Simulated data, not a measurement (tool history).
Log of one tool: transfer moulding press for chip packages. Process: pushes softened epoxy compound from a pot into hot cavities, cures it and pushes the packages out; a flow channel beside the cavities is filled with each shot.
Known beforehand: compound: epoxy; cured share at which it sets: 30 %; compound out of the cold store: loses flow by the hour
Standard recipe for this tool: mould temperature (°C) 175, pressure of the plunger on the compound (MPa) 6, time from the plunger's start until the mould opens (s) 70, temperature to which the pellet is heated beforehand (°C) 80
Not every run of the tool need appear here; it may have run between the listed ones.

run,hour,mould temperature (°C),pressure of the plunger on the compound (MPa),time from the plunger's start until the mould opens (s),temperature to which the pellet is heated beforehand (°C),incoming compound's hours out of the cold store,length that the compound runs in the flow channel (mm),greatest force on the pins that push the packages out (N)
1,0,175,6,70,80,25,562,255
# hour 7.1: cavities cleaned with cleaning compound and waxed
2,19.4,175,6,70,80,37.5,534,259
# hour 41.8: cavities cleaned with cleaning compound and waxed
3,46.4,175,6,70,80,44.5,527,252
4,62.6,175,6,75,80,21,572,228
5,73.4,175,6,75,80,20.2,576,229
# hour 77.2: cavities cleaned with cleaning compound and waxed
6,86.8,175,6,75,80,14.7,588,236
# hour 111.2: cavities cleaned with cleaning compound and waxed
7,112.8,175,6,75,85,25.2,561,215
8,124.1,175,6,75,85,37.3,539,227
9,139.9,175,6,75,85,28.7,554,215
# hour 145.1: cavities cleaned with cleaning compound and waxed
10,153.4,175,6,75,85,20.5,577,225
# hour 157.9: plunger's sealing rings changed
11,168.6,175,6,70,80,47.8,514,255
# hour 181.7: cavities cleaned with cleaning compound and waxed
12,186.2,175,6,81,80,46.5,518,190
13,204.7,175,6,70,80,42.3,527,254
# hour 217: cavities cleaned with cleaning compound and waxed
14,227.2,175,6,70,80,33.8,544,251
15,242,175,7.04,70,80,8.8,657,268
# hour 251.9: cavities cleaned with cleaning compound and waxed
16,259.9,181,6,70,80,32.1,538,188
17,276.7,172,5.73,84,84,13.8,584,233
# hour 286: cavities cleaned with cleaning compound and waxed
18,294.2,172,5.73,84,84,38.7,526,209
19,312.2,172,5.73,84,84,28.7,553,216
# hour 320.3: cavities cleaned with cleaning compound and waxed
20,331.1,172,6,70,80,24.9,571,325
21,346.8,172,6,70,80,21.5,576,337
# hour 354.9: cavities cleaned with cleaning compound and waxed
22,361.8,171,6,100,74,11,610,190
23,385.9,169,6,97,80,45.2,529,207
# hour 389.4: cavities cleaned with cleaning compound and waxed
24,406.1,169,6,97,80,30.3,567,196
# hour 423.7: cavities cleaned with cleaning compound and waxed
25,423.7,169,6,97,80,23.7,581,201
26,439.5,170,4.89,83,77,35,500,249
# hour 457.9: cavities cleaned with cleaning compound and waxed
27,459.8,167,6.36,99,76,22.6,609,223

Each row is a separate what-if for the run after 27, all from the same tool condition, not one after another. Results?
A,485.4,173,6,70,80,17.6,?,?
B,485.4,174,5.55,72,76,34.3,?,?
C,485.4,180,5.98,70,80,45.2,?,?
D,485.4,175,6.79,58,85,34.1,?,?

run,length that the compound runs in the flow channel (mm),greatest force on the pins that push the packages out (N)
A,588,301
B,526,261
C,508,207
D,576,407
Take away the tool's hidden state, keep each run's random variation, and the runs would have read:
run,length that the compound runs in the flow channel (mm),greatest force on the pins that push the packages out (N)
A,588,299
B,526,258
C,509,206
D,576,404

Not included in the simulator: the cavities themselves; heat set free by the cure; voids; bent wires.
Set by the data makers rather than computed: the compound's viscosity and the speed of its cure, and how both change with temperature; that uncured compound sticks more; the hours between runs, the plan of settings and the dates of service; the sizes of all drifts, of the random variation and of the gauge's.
